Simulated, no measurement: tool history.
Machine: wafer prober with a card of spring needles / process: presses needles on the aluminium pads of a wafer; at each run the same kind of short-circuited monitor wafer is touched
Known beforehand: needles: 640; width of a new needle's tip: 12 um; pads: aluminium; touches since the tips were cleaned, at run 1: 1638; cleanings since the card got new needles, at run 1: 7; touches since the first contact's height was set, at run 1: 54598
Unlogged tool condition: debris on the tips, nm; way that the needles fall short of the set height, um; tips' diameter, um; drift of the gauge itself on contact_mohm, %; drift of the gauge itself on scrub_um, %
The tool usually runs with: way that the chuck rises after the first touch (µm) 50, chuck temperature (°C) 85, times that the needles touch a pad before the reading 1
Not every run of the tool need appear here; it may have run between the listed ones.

| run | day | way that the chuck rises after the first touch (µm) | chuck temperature (°C) | times that the needles touch a pad before the reading | touches since the tips were cleaned | cleanings since the card got new needles | touches since the first contact's height was set | resistance of one needle with its contact and lead (mohm) | way that a needle slides on the pad (µm) |
|---|---|---|---|---|---|---|---|---|---|
| 1 | 0.000 | 50 | 85 | 1 | 1638 | 7 | 54598 | 140 | 8.82 |
| 2 | 0.383 | 50 | 85 | 1 | 4035 | 7 | 56995 | 143 | 8.83 |
| 3 | 0.567 | 41 | 85 | 1 | 5181 | 7 | 58141 | 148 | 7.22 |
| 4 | 0.788 | 41 | 85 | 1 | 6570 | 7 | 59530 | 142 | 7.24 |
|  | 0.846 | tips cleaned on abrasive film |
|  | 1.004 | height of the first contact set anew |
| 5 | 1.046 | 41 | 85 | 1 | 1148 | 8 | 252 | 147 | 7.22 |
| 6 | 1.296 | 50 | 85 | 1 | 2713 | 8 | 1817 | 137 | 8.81 |
| 7 | 1.646 | 33 | 85 | 1 | 4908 | 8 | 4012 | 152 | 5.84 |
| 8 | 1.904 | 33 | 85 | 1 | 6530 | 8 | 5634 | 151 | 5.82 |
|  | 1.962 | tips cleaned on abrasive film |
| 9 | 2.229 | 50 | 85 | 1 | 1673 | 9 | 7630 | 140 | 8.83 |
| 10 | 2.475 | 50 | 85 | 1 | 3203 | 9 | 9160 | 142 | 8.82 |
| 11 | 2.796 | 50 | 85 | 1 | 5222 | 9 | 11179 | 139 | 8.81 |
|  | 3.067 | tips cleaned on abrasive film |
| 12 | 3.217 | 33 | 85 | 2 | 947 | 10 | 13779 | 151 | 5.83 |
| 13 | 3.479 | 50 | 98 | 1 | 2591 | 10 | 15423 | 142 | 8.81 |
| 14 | 3.725 | 44 | 58 | 2 | 4132 | 10 | 16964 | 138 | 7.76 |
| 15 | 4.058 | 44 | 29 | 2 | 6196 | 10 | 19028 | 130 | 7.75 |
|  | 4.188 | tips cleaned on abrasive film |
| 16 | 4.300 | 50 | 46 | 2 | 696 | 11 | 20518 | 135 | 8.82 |
| 17 | 4.721 | 35 | 112 | 1 | 3335 | 11 | 23157 | 156 | 6.21 |
| 18 | 5.000 | 35 | 112 | 1 | 5066 | 11 | 24888 | 155 | 6.17 |
|  | 5.304 | tips cleaned on abrasive film |
| 19 | 5.375 | 61 | 85 | 1 | 430 | 12 | 27211 | 138 | 10.77 |
| 20 | 5.679 | 47 | 45 | 2 | 2333 | 12 | 29114 | 136 | 8.32 |
| 21 | 6.096 | 49 | 81 | 1 | 4934 | 12 | 31715 | 139 | 8.59 |

Branching from run 21: 4 alternative next runs. What would each branch give?
|  | 6.408 | tips cleaned on abrasive film |
| A | 6.421 | 58 | 81 | 1 | 68 | 13 | 33714 | ? | ? |
|  | 6.408 | tips cleaned on abrasive film |
| B | 6.421 | 37 | 95 | 3 | 68 | 13 | 33714 | ? | ? |
|  | 6.408 | tips cleaned on abrasive film |
| C | 6.421 | 43 | 86 | 1 | 68 | 13 | 33714 | ? | ? |
|  | 6.408 | tips cleaned on abrasive film |
| D | 6.421 | 31 | 106 | 2 | 68 | 13 | 33714 | ? | ? |

| run | resistance of one needle with its contact and lead (mohm) | way that a needle slides on the pad (µm) |
|---|---|---|
| A | 140 | 10.22 |
| B | 150 | 6.53 |
| C | 143 | 7.57 |
| D | 160 | 5.46 |
Stripped of hidden state, with their random variation kept, the same runs would have yielded:
| run | resistance of one needle with its contact and lead (mohm) | way that a needle slides on the pad (µm) |
|---|---|---|
| A | 140 | 10.22 |
| B | 150 | 6.53 |
| C | 143 | 7.57 |
| D | 160 | 5.46 |
